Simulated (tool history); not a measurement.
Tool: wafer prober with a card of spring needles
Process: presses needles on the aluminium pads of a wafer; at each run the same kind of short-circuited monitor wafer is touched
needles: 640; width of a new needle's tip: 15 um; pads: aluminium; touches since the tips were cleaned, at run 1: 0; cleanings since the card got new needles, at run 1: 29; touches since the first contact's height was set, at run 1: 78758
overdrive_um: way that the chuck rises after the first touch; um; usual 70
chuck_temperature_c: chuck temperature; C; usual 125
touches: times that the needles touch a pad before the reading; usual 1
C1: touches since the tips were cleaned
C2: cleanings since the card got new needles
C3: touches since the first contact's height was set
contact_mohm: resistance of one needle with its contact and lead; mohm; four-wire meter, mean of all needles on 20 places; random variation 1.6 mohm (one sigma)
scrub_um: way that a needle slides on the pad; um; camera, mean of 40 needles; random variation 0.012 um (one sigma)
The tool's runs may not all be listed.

run 1 hour=0.0 | overdrive_um=70 chuck_temperature_c=125 touches=1 | C1=0 C2=29 C3=78758 | contact_mohm=250 scrub_um=14.34
run 2 hour=8.7 | overdrive_um=70 chuck_temperature_c=125 touches=2 | C1=3746 C2=29 C3=82504 | contact_mohm=250 scrub_um=14.36
-- hour=15.5 tips cleaned on abrasive film
run 3 hour=17.3 | overdrive_um=70 chuck_temperature_c=125 touches=2 | C1=778 C2=30 C3=86137 | contact_mohm=248 scrub_um=14.35
run 4 hour=29.2 | overdrive_um=70 chuck_temperature_c=125 touches=1 | C1=5889 C2=30 C3=91248 | contact_mohm=250 scrub_um=14.35
-- hour=31.3 tips cleaned on abrasive film
run 5 hour=44.8 | overdrive_um=70 chuck_temperature_c=125 touches=1 | C1=5818 C2=31 C3=97948 | contact_mohm=249 scrub_um=14.36
-- hour=46.4 tips cleaned on abrasive film
run 6 hour=56.9 | overdrive_um=70 chuck_temperature_c=125 touches=1 | C1=4514 C2=32 C3=103081 | contact_mohm=250 scrub_um=14.33
-- hour=61.4 tips cleaned on abrasive film
run 7 hour=68.0 | overdrive_um=70 chuck_temperature_c=125 touches=1 | C1=2836 C2=33 C3=107810 | contact_mohm=251 scrub_um=14.34
run 8 hour=75.7 | overdrive_um=70 chuck_temperature_c=125 touches=1 | C1=6138 C2=33 C3=111112 | contact_mohm=249 scrub_um=14.34
-- hour=76.9 tips cleaned on abrasive film
run 9 hour=87.0 | overdrive_um=53 chuck_temperature_c=125 touches=1 | C1=4326 C2=34 C3=115938 | contact_mohm=255 scrub_um=10.85
-- hour=93.0 tips cleaned on abrasive film
run 10 hour=100.7 | overdrive_um=53 chuck_temperature_c=125 touches=1 | C1=3306 C2=35 C3=121785 | contact_mohm=253 scrub_um=10.87
-- hour=109.4 tips cleaned on abrasive film
run 11 hour=118.4 | overdrive_um=53 chuck_temperature_c=125 touches=1 | C1=3864 C2=36 C3=129354 | contact_mohm=257 scrub_um=10.88
-- hour=125.4 tips cleaned on abrasive film
run 12 hour=134.3 | overdrive_um=70 chuck_temperature_c=125 touches=2 | C1=3824 C2=37 C3=136140 | contact_mohm=249 scrub_um=14.35
-- hour=140.4 tips cleaned on abrasive film
-- hour=140.7 height of the first contact set anew
run 13 hour=147.5 | overdrive_um=70 chuck_temperature_c=125 touches=2 | C1=2912 C2=38 C3=2912 | contact_mohm=253 scrub_um=14.36
-- hour=155.8 tips cleaned on abrasive film
run 14 hour=159.2 | overdrive_um=70 chuck_temperature_c=61 touches=1 | C1=1461 C2=39 C3=7883 | contact_mohm=232 scrub_um=14.36
-- hour=170.9 tips cleaned on abrasive film
run 15 hour=173.1 | overdrive_um=70 chuck_temperature_c=61 touches=1 | C1=969 C2=40 C3=13850 | contact_mohm=234 scrub_um=14.36
-- hour=186.7 tips cleaned on abrasive film
run 16 hour=188.2 | overdrive_um=70 chuck_temperature_c=51 touches=1 | C1=617 C2=41 C3=20264 | contact_mohm=229 scrub_um=14.38
-- hour=201.9 tips cleaned on abrasive film
run 17 hour=206.4 | overdrive_um=70 chuck_temperature_c=51 touches=1 | C1=1910 C2=42 C3=28058 | contact_mohm=230 scrub_um=14.36
-- hour=218.3 tips cleaned on abrasive film
run 18 hour=219.8 | overdrive_um=57 chuck_temperature_c=78 touches=2 | C1=613 C2=43 C3=33766 | contact_mohm=240 scrub_um=11.67
run 19 hour=228.8 | overdrive_um=57 chuck_temperature_c=78 touches=3 | C1=4486 C2=43 C3=37639 | contact_mohm=242 scrub_um=11.70
-- hour=234.0 tips cleaned on abrasive film
run 20 hour=245.9 | overdrive_um=57 chuck_temperature_c=78 touches=3 | C1=5149 C2=44 C3=44972 | contact_mohm=240 scrub_um=11.72
-- hour=249.6 tips cleaned on abrasive film
run 21 hour=258.2 | overdrive_um=69 chuck_temperature_c=43 touches=2 | C1=3709 C2=45 C3=50213 | contact_mohm=227 scrub_um=14.16
-- hour=264.8 tips cleaned on abrasive film
run 22 hour=267.7 | overdrive_um=69 chuck_temperature_c=43 touches=2 | C1=1275 C2=46 C3=54255 | contact_mohm=228 scrub_um=14.15
run 23 hour=275.9 | overdrive_um=54 chuck_temperature_c=39 touches=3 | C1=4801 C2=46 C3=57781 | contact_mohm=231 scrub_um=11.06
-- hour=280.2 tips cleaned on abrasive film
run 24 hour=294.5 | overdrive_um=53 chuck_temperature_c=46 touches=1 | C1=6180 C2=47 C3=65732 | contact_mohm=236 scrub_um=10.86
-- hour=296.3 tips cleaned on abrasive film
run 25 hour=309.9 | overdrive_um=53 chuck_temperature_c=46 touches=1 | C1=5846 C2=48 C3=72273 | contact_mohm=235 scrub_um=10.88
-- hour=311.2 tips cleaned on abrasive film
run 26 hour=321.3 | overdrive_um=53 chuck_temperature_c=46 touches=1 | C1=4345 C2=49 C3=77147 | contact_mohm=233 scrub_um=10.86
-- hour=326.3 tips cleaned on abrasive film
run 27 hour=332.2 | overdrive_um=53 chuck_temperature_c=46 touches=1 | C1=2524 C2=50 C3=81783 | contact_mohm=233 scrub_um=10.87
-- hour=342.5 tips cleaned on abrasive film
run 28 hour=349.5 | overdrive_um=63 chuck_temperature_c=79 touches=1 | C1=3015 C2=51 C3=89196 | contact_mohm=237 scrub_um=12.91
run 29 hour=357.1 | overdrive_um=57 chuck_temperature_c=29 touches=1 | C1=6280 C2=51 C3=92461 | contact_mohm=228 scrub_um=11.68
-- hour=358.4 tips cleaned on abrasive film
run 30 hour=367.2 | overdrive_um=59 chuck_temperature_c=29 touches=1 | C1=3778 C2=52 C3=96746 | contact_mohm=227 scrub_um=12.12
-- hour=373.4 tips cleaned on abrasive film
run 31 hour=376.3 | overdrive_um=70 chuck_temperature_c=107 touches=2 | C1=1263 C2=53 C3=100629 | contact_mohm=245 scrub_um=14.35

5 ways to go on from here, each from the tool as it stands after run 31. What would each give?
run A hour=387.2 | overdrive_um=88 chuck_temperature_c=51 touches=1 | C1=5945 C2=53 C3=105311 | contact_mohm=? scrub_um=?
run B hour=387.2 | overdrive_um=73 chuck_temperature_c=125 touches=1 | C1=5945 C2=53 C3=105311 | contact_mohm=? scrub_um=?
run C hour=387.2 | overdrive_um=59 chuck_temperature_c=64 touches=2 | C1=5945 C2=53 C3=105311 | contact_mohm=? scrub_um=?
run D hour=387.2 | overdrive_um=80 chuck_temperature_c=107 touches=3 | C1=5945 C2=53 C3=105311 | contact_mohm=? scrub_um=?
run E hour=387.2 | overdrive_um=70 chuck_temperature_c=39 touches=1 | C1=5945 C2=53 C3=105311 | contact_mohm=? scrub_um=?

run=A contact_mohm=228 scrub_um=18.05
run=B contact_mohm=249 scrub_um=14.96
run=C contact_mohm=236 scrub_um=12.10
run=D contact_mohm=243 scrub_um=16.40
run=E contact_mohm=227 scrub_um=14.36
Without the tool's hidden state the same runs would have given:
run=A contact_mohm=228 scrub_um=18.06
run=B contact_mohm=249 scrub_um=14.96
run=C contact_mohm=236 scrub_um=12.11
run=D contact_mohm=243 scrub_um=16.41
run=E contact_mohm=227 scrub_um=14.37
